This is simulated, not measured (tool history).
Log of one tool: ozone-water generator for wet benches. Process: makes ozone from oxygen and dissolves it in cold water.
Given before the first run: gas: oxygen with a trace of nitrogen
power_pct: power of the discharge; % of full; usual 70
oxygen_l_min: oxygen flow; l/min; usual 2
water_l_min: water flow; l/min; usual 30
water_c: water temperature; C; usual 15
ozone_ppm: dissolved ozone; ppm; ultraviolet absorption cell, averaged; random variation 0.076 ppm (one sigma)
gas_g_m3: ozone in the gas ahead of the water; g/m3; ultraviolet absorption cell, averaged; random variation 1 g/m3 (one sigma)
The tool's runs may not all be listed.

Run 1, hour 0: usual settings. Result: ozone_ppm 8.4 ppm, gas_g_m3 176.9 g/m3.
Run 2, hour 21.7: usual settings. Result: ozone_ppm 8.4 ppm, gas_g_m3 175.5 g/m3.
Run 3, hour 66.1: usual settings but power_pct 59 % of full. Result: ozone_ppm 7.7 ppm, gas_g_m3 160.4 g/m3.
Run 4, hour 94.1: usual settings but power_pct 41 % of full. Result: ozone_ppm 6.34 ppm, gas_g_m3 133.4 g/m3.
Run 5, hour 116.7: usual settings but power_pct 41 % of full. Result: ozone_ppm 6.35 ppm, gas_g_m3 132.2 g/m3.
Run 6, hour 153.2: usual settings but water_l_min 25 l/min. Result: ozone_ppm 10.2 ppm, gas_g_m3 176.7 g/m3.
Run 7, hour 175.5: usual settings but water_l_min 25 l/min, water_c 23 C. Result: ozone_ppm 9.65 ppm, gas_g_m3 177.7 g/m3.
Run 8, hour 196.7: usual settings but water_l_min 25 l/min, water_c 23 C. Result: ozone_ppm 9.54 ppm, gas_g_m3 177.7 g/m3.
Run 9, hour 244.5: usual settings but oxygen_l_min 1.03 l/min. Result: ozone_ppm 6.2 ppm, gas_g_m3 227 g/m3.
Run 10, hour 284.5: usual settings but oxygen_l_min 1.03 l/min. Result: ozone_ppm 6.03 ppm, gas_g_m3 228.1 g/m3.
Run 11, hour 326.2: usual settings but oxygen_l_min 1.03 l/min. Result: ozone_ppm 6.1 ppm, gas_g_m3 230.3 g/m3.
Run 12, hour 348.7: usual settings but oxygen_l_min 1.03 l/min. Result: ozone_ppm 6.11 ppm, gas_g_m3 227.1 g/m3.
Run 13, hour 382.4: usual settings but power_pct 88 % of full, oxygen_l_min 1.03 l/min. Result: ozone_ppm 6.8 ppm, gas_g_m3 256.1 g/m3.
Run 14, hour 415.2: usual settings but power_pct 88 % of full, oxygen_l_min 1.03 l/min. Result: ozone_ppm 6.89 ppm, gas_g_m3 258 g/m3.
Run 15, hour 449.5: usual settings but power_pct 88 % of full, oxygen_l_min 1.03 l/min. Result: ozone_ppm 7 ppm, gas_g_m3 254.4 g/m3.
Run 16, hour 480.1: usual settings but power_pct 88 % of full, oxygen_l_min 1.03 l/min. Result: ozone_ppm 6.96 ppm, gas_g_m3 258 g/m3.
Run 17, hour 516.8: usual settings but power_pct 88 % of full, oxygen_l_min 1.03 l/min. Result: ozone_ppm 6.79 ppm, gas_g_m3 256.3 g/m3.
Run 18, hour 553.5: usual settings but power_pct 82 % of full, oxygen_l_min 1.03 l/min, water_l_min 21 l/min, water_c 22 C. Result: ozone_ppm 9.4 ppm, gas_g_m3 247.3 g/m3.
Run 19, hour 582: usual settings but power_pct 82 % of full, oxygen_l_min 1.03 l/min, water_l_min 21 l/min, water_c 22 C. Result: ozone_ppm 9.38 ppm, gas_g_m3 246.3 g/m3.
Run 20, hour 608.2: usual settings but oxygen_l_min 2.19 l/min. Result: ozone_ppm 8.74 ppm, gas_g_m3 169.9 g/m3.
Run 21, hour 647.3: usual settings but oxygen_l_min 2.19 l/min. Result: ozone_ppm 8.76 ppm, gas_g_m3 167 g/m3.
Run 22, hour 670.5: usual settings but power_pct 83 % of full, oxygen_l_min 2.19 l/min, water_l_min 46 l/min, water_c 11 C. Result: ozone_ppm 6.18 ppm, gas_g_m3 183.8 g/m3.
Run 23, hour 709.8: usual settings but power_pct 45 % of full, water_l_min 23 l/min, water_c 23 C. Result: ozone_ppm 8.17 ppm, gas_g_m3 137.6 g/m3.
Run 24, hour 743.8: usual settings but power_pct 71 % of full, oxygen_l_min 1.31 l/min, water_l_min 34 l/min, water_c 8 C. Result: ozone_ppm 6.08 ppm, gas_g_m3 206.5 g/m3.
Run 25, hour 791.9: usual settings but power_pct 62 % of full, oxygen_l_min 1.24 l/min, water_l_min 34 l/min, water_c 8 C. Result: ozone_ppm 5.65 ppm, gas_g_m3 196.4 g/m3.
Run 26, hour 836.8: usual settings but power_pct 62 % of full, oxygen_l_min 1.24 l/min, water_l_min 34 l/min, water_c 8 C. Result: ozone_ppm 5.68 ppm, gas_g_m3 195.8 g/m3.
Run 27, hour 880.4: usual settings but power_pct 62 % of full, oxygen_l_min 1.24 l/min, water_l_min 34 l/min, water_c 8 C. Result: ozone_ppm 5.59 ppm, gas_g_m3 198.9 g/m3.
Run 28, hour 906.7: usual settings but power_pct 57 % of full, oxygen_l_min 1.19 l/min, water_l_min 26 l/min, water_c 12 C. Result: ozone_ppm 6.93 ppm, gas_g_m3 190.9 g/m3.
Run 29, hour 936.4: usual settings but power_pct 57 % of full, oxygen_l_min 1.19 l/min, water_l_min 26 l/min, water_c 12 C. Result: ozone_ppm 7 ppm, gas_g_m3 188.3 g/m3.
Run 30, hour 985.4: usual settings but power_pct 57 % of full, oxygen_l_min 1.38 l/min, water_l_min 21 l/min, water_c 12 C. Result: ozone_ppm 9.31 ppm, gas_g_m3 177.7 g/m3.
Run 31, hour 1031.8: usual settings but water_l_min 22 l/min. Result: ozone_ppm 11.28 ppm, gas_g_m3 171.5 g/m3.
Run 32, hour 1064.4: usual settings but water_l_min 22 l/min. Result: ozone_ppm 11.44 ppm, gas_g_m3 171 g/m3.
Run 33, hour 1091.4: usual settings but water_l_min 22 l/min. Result: ozone_ppm 11.5 ppm, gas_g_m3 171.1 g/m3.
Run 34, hour 1119.1: usual settings but water_l_min 22 l/min. Result: ozone_ppm 11.26 ppm, gas_g_m3 170.5 g/m3.

For each run, the measured value with the value that run would have given without the tool's hidden condition subtracted. The run-to-run variation is shared by both, the gauge scatter possibly not:
Hidden conditions of the tool in this case: yield of the discharge, % of new electrodes'; contactor's efficiency, % of a clean one's; true water temperature over the reading, C; drift of the gauge itself on ozone_ppm, %; drift of the gauge itself on gas_g_m3, %.
run  gas_g_m3
  1        +0
  2      -0.1
  3      -0.2
  4      -0.3
  5      -0.4
  6      -0.6
  7      -0.7
  8      -0.8
  9      -1.3
 10      -1.5
 11      -1.7
 12      -1.8
 13      -2.3
 14      -2.5
 15      -2.7
 16      -2.8
 17        -3
 18      -3.1
 19      -3.3
 20      -2.3
 21      -2.5
 22      -2.8
 23      -2.2
 24      -3.5
 25      -3.6
 26      -3.7
 27        -4
 28        -4
 29        -4
 30        -4
 31      -4.2
 32      -4.2
 33      -4.3
 34      -4.5
ozone_ppm: within 0.01 ppm of the measured result in every run.
